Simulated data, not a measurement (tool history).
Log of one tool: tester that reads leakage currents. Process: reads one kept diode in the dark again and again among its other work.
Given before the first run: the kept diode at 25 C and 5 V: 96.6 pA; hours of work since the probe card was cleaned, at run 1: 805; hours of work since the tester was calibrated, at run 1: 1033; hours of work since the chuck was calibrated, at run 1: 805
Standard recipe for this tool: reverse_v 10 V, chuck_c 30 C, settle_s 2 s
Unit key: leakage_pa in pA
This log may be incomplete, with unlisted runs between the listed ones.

run	hour	reverse_v	chuck_c	settle_s	hours of work since the probe card was cleaned	hours of work since the tester was calibrated	hours of work since the chuck was calibrated	leakage_pa
1	0	10	30	2	805	1033	805	199.4
2	69.9	1.1	30	2	839	1066	839	92.63
3	126	10	50	2	865	1093	865	798.59
4	197.4	10	50	2	899	1127	899	807.72
5	269.6	10	50	2	934	1161	934	807.63
6	346.7	10	23	2	970	1198	970	122.42
7	394.6	10	31	2	993	1221	993	220.06
8	431.3	10	31	2	1011	1238	1011	220.52
9	519.4	10	31	2	1053	1280	1053	220.46
10	559.6	10	31	2	1072	1299	1072	221.22
11	612.3	10	31	2	1097	1324	1097	221.45
12	691.5	10	31	2	1135	1362	1135	223.09
13	732	10	30	2	1154	1381	1154	206.89
14	787.5	10	30	4.73	1180	1408	1180	207.8
15	871.7	10	30	4.73	1220	1448	1220	208.63
16	907.7	2.7	30	4.73	1237	1465	1237	131.62
17	978.5	3.3	31	5.99	1271	1499	1271	152.42
18	1066.3	10	29	0.94	1313	1540	1313	197.66
19	1110.3	10	29	0.94	1334	1561	1334	197.97
20	1167	1.1	26	6.37	1361	1588	1361	72.25
21	1251.2	14.9	30	0.35	1401	1628	1401	255.05
22	1293.7	8.9	30	4.43	1421	1649	1421	204.22
23	1382.9	8.1	28	0.35	1464	1691	1464	176

Estimate the outcome of run 24 from the log above:
24	1465	2.8	30	0.43	1503	1730	1503	?

Run 24 measured leakage_pa 137.39 pA.
Without the tool's hidden state the same run would have given leakage_pa 118.3 pA.

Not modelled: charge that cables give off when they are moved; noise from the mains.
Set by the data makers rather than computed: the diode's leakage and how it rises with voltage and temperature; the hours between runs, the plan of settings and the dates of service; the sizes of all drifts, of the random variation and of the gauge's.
